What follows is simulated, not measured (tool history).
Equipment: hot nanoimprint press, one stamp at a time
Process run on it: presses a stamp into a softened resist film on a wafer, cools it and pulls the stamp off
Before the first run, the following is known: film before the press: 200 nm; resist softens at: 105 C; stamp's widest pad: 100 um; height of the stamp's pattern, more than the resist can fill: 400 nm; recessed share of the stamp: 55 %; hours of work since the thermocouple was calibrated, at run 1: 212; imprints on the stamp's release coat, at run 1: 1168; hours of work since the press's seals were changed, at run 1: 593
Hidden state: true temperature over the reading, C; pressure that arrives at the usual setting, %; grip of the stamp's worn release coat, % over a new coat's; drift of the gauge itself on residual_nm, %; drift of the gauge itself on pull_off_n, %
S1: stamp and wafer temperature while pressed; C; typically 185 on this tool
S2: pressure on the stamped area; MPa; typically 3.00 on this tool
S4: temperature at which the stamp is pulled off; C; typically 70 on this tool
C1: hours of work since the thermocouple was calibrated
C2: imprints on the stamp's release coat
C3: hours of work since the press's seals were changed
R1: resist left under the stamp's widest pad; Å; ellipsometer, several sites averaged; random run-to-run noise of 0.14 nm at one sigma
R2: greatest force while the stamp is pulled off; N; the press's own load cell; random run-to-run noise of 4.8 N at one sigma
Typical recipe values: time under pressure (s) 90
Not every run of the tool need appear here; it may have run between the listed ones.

run 1 hour=0.0 | S1=185 S2=3.00 time_under_pressure_(s)=90 S4=70 | C1=212 C2=1168 C3=593 | R1=1153 R2=295
run 2 hour=30.3 | S1=185 S2=3.00 time_under_pressure_(s)=171 S4=70 | C1=233 C2=1306 C3=613 | R1=932 R2=324
run 3 hour=48.2 | S1=185 S2=3.00 time_under_pressure_(s)=171 S4=70 | C1=245 C2=1389 C3=625 | R1=930 R2=323
run 4 hour=80.0 | S1=178 S2=3.00 time_under_pressure_(s)=90 S4=70 | C1=266 C2=1535 C3=646 | R1=1351 R2=329
run 5 hour=114.7 | S1=178 S2=3.00 time_under_pressure_(s)=90 S4=70 | C1=289 C2=1694 C3=670 | R1=1350 R2=347
-- hour=131.9 press's hydraulic seals changed and the load cell set to zero
-- hour=146.4 stamp cleaned and given a new release coat
run 6 hour=147.6 | S1=178 S2=3.00 time_under_pressure_(s)=90 S4=70 | C1=302 C2=5 C3=6 | R1=1337 R2=229
run 7 hour=167.9 | S1=185 S2=3.00 time_under_pressure_(s)=90 S4=70 | C1=315 C2=98 C3=20 | R1=1135 R2=235
run 8 hour=204.4 | S1=185 S2=3.00 time_under_pressure_(s)=50 S4=70 | C1=340 C2=266 C3=45 | R1=1343 R2=254
-- hour=219.2 plate thermocouple calibrated
run 9 hour=234.2 | S1=185 S2=3.00 time_under_pressure_(s)=90 S4=70 | C1=10 C2=389 C3=63 | R1=1149 R2=264
run 10 hour=265.8 | S1=185 S2=3.00 time_under_pressure_(s)=90 S4=70 | C1=31 C2=533 C3=84 | R1=1149 R2=277
run 11 hour=282.0 | S1=185 S2=3.00 time_under_pressure_(s)=90 S4=70 | C1=42 C2=608 C3=95 | R1=1150 R2=269
run 12 hour=304.5 | S1=185 S2=3.00 time_under_pressure_(s)=90 S4=70 | C1=57 C2=711 C3=110 | R1=1150 R2=276
run 13 hour=324.0 | S1=185 S2=3.00 time_under_pressure_(s)=90 S4=70 | C1=70 C2=801 C3=123 | R1=1148 R2=283
run 14 hour=355.6 | S1=185 S2=3.00 time_under_pressure_(s)=90 S4=70 | C1=91 C2=945 C3=144 | R1=1148 R2=290
run 15 hour=387.2 | S1=185 S2=3.00 time_under_pressure_(s)=90 S4=64 | C1=113 C2=1090 C3=165 | R1=1146 R2=344
run 16 hour=404.3 | S1=185 S2=3.00 time_under_pressure_(s)=90 S4=64 | C1=124 C2=1169 C3=177 | R1=1148 R2=348
run 17 hour=441.1 | S1=185 S2=3.00 time_under_pressure_(s)=90 S4=64 | C1=149 C2=1337 C3=201 | R1=1146 R2=369
run 18 hour=475.8 | S1=195 S2=1.85 time_under_pressure_(s)=90 S4=64 | C1=172 C2=1497 C3=225 | R1=1125 R2=367
run 19 hour=499.6 | S1=195 S2=1.85 time_under_pressure_(s)=90 S4=64 | C1=188 C2=1605 C3=241 | R1=1125 R2=378
-- hour=541.3 stamp cleaned and given a new release coat
run 20 hour=542.6 | S1=195 S2=1.85 time_under_pressure_(s)=90 S4=64 | C1=213 C2=6 C3=265 | R1=1126 R2=253
run 21 hour=580.0 | S1=195 S2=1.85 time_under_pressure_(s)=90 S4=64 | C1=238 C2=178 C3=290 | R1=1124 R2=269
run 22 hour=615.4 | S1=195 S2=1.85 time_under_pressure_(s)=90 S4=64 | C1=262 C2=340 C3=314 | R1=1123 R2=290
run 23 hour=639.7 | S1=195 S2=1.85 time_under_pressure_(s)=90 S4=64 | C1=278 C2=452 C3=330 | R1=1120 R2=293
run 24 hour=658.7 | S1=195 S2=1.85 time_under_pressure_(s)=90 S4=64 | C1=291 C2=539 C3=343 | R1=1121 R2=283
run 25 hour=687.6 | S1=195 S2=3.16 time_under_pressure_(s)=128 S4=59 | C1=310 C2=671 C3=363 | R1=772 R2=342
run 26 hour=714.1 | S1=185 S2=4.55 time_under_pressure_(s)=45 S4=70 | C1=328 C2=793 C3=380 | R1=1188 R2=280

Difference, measured minus no-hidden-state, one row per run. Run-to-run variation is common to both terms; the gauge's own scatter need not be:
run=1 R1=+0 R2=+74
run=2 R1=-1 R2=+88
run=3 R1=-1 R2=+92
run=4 R1=-3 R2=+101
run=5 R1=-4 R2=+114
run=6 R1=-18 R2=-3
run=7 R1=-17 R2=+4
run=8 R1=-18 R2=+15
run=9 R1=-3 R2=+26
run=10 R1=-4 R2=+37
run=11 R1=-4 R2=+39
run=12 R1=-4 R2=+47
run=13 R1=-5 R2=+53
run=14 R1=-5 R2=+62
run=15 R1=-6 R2=+83
run=16 R1=-6 R2=+88
run=17 R1=-7 R2=+104
run=18 R1=-7 R2=+112
run=19 R1=-8 R2=+121
run=20 R1=-9 R2=-2
run=21 R1=-10 R2=+10
run=22 R1=-10 R2=+24
run=23 R1=-11 R2=+32
run=24 R1=-11 R2=+36
run=25 R1=-6 R2=+54
run=26 R1=-8 R2=+50
